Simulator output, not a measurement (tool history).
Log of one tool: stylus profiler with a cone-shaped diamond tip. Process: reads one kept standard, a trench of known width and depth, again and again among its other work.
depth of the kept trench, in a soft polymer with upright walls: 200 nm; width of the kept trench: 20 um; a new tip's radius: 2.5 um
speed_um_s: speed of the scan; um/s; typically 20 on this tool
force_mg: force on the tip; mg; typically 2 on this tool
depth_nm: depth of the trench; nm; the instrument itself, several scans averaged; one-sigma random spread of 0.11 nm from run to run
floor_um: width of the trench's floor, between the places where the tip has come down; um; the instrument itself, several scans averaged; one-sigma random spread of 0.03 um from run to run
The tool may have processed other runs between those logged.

run,hour,speed_um_s,force_mg,depth_nm,floor_um
1,0,20,2,202.12,17.74
2,14.9,20,2,202.12,17.84
3,40.8,20,2,202.21,17.81
4,68.2,20,2,202.11,17.81
5,96.9,20,2,202.31,17.75
6,124.2,20,2,202.17,17.74
7,137,11,2,202.21,17.85
8,150.2,11,2,202.12,17.84
9,177.7,11,2,202.15,17.8
10,201.6,30,2,202.09,17.69
11,225.8,20,3.33,203.22,17.77
12,239.3,20,3.33,203.07,17.75
13,264.2,20,3.33,203.18,17.77
14,285.9,20,3.08,203.11,17.78
# hour 288.7: height scale calibrated on a step standard
15,305.3,11,3.08,202.63,17.82
16,323.4,11,3.08,202.55,17.8
17,339.5,11,3.08,202.58,17.72
18,361.4,20,2.48,202.07,17.68
19,388.6,5,2,201.67,17.79
20,405.7,5,5.6,204.33,17.78
21,420.9,7,1.01,200.56,17.72
22,449.1,45,0.71,200.41,17.48
# hour 455.4: height scale calibrated on a step standard, once more
23,476,19,1.16,201.77,17.69
24,499.7,19,2.11,202.56,17.76
25,520.3,19,2.11,202.72,17.69
26,545.7,24,5.57,205.12,17.7
27,573.8,33,0.79,201.4,17.55
28,588.5,50,3.36,203.55,17.68
29,610.6,36,1.03,201.63,17.52
30,639.6,62,1.39,201.89,17.45
31,666.5,62,3.01,203.48,17.58
32,687.8,62,3.01,203.29,17.58
33,715,72,5.76,205.32,17.61
34,733.7,23,3.24,203.64,17.67
35,752.1,20,5.11,204.97,17.65
36,767,47,3.04,203.38,17.57
37,793.3,57,4.03,204.11,17.53

Below are 3 alternative next runs, each starting from the tool's condition after run 37. Predict each:
A,816.5,12,1.22,?,?
B,816.5,29,1.89,?,?
C,816.5,7,4.03,?,?

run,depth_nm,floor_um
A,201.65,17.65
B,202.4,17.63
C,204.22,17.71
Stripped of hidden state, with their random variation kept, the same runs would have yielded:
run,depth_nm,floor_um
A,201.93,17.96
B,202.68,17.93
C,204.5,18.02

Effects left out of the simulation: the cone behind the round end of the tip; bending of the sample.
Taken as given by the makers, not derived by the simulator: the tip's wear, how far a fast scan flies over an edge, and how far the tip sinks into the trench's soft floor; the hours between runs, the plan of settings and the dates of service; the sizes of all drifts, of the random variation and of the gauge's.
